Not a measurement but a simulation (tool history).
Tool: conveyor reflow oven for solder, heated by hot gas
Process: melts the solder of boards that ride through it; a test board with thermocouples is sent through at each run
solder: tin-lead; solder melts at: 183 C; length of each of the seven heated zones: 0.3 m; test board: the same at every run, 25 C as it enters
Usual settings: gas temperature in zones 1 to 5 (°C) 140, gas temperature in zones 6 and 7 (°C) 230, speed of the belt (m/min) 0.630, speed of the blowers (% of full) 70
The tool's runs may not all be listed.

run   hour  gas temperature in zones 1 to 5 (°C)  gas temperature in zones 6 and 7 (°C)  speed of the belt (m/min)  speed of the blowers (% of full)  highest temperature of the board (°C)  time above the solder's melting point (s)
  1    0.0                                   140                                    230                      0.630                                70                                  211.7                                       40.3
  2   28.3                                   140                                    230                      0.630                                70                                  210.2                                       39.7
  3   77.1                                   140                                    230                      0.630                                70                                  211.3                                       40.4
  4  113.4                                   140                                    241                      0.630                                70                                  221.1                                       45.0
  5  154.6                                   140                                    241                      0.630                                70                                  220.6                                       44.9
  6  200.1                                   140                                    241                      0.630                                70                                  220.8                                       45.1
  7  256.5                                   140                                    241                      0.630                                70                                  220.7                                       44.8
  8  321.2                                   144                                    220                      0.598                                68                                  206.0                                       37.9
  9  358.9                                   135                                    230                      0.630                                70                                  210.2                                       37.6
 10  414.2                                   135                                    245                      0.503                                70                                  230.3                                       60.8
 11  449.3                                   147                                    240                      0.626                                84                                  223.7                                       48.0

Not shown: 2 entries that the log had between the listed runs. Between which runs, and how does the tool's hidden state differ before and after?
Between runs 6 and 7: belt drive overhauled, speed set with a stopwatch (hour 220.2)
  belt's true speed, % of the reading: 99.86 -> 100; true gas temperature in zones 6 and 7 over the reading, C: -0.07 -> -0.08
Between runs 10 and 11: flux residue cleaned out of gas plates and filters (hour 439.5)
  heat that the gas passes to the board, % of a clean oven's: 99.2 -> 100

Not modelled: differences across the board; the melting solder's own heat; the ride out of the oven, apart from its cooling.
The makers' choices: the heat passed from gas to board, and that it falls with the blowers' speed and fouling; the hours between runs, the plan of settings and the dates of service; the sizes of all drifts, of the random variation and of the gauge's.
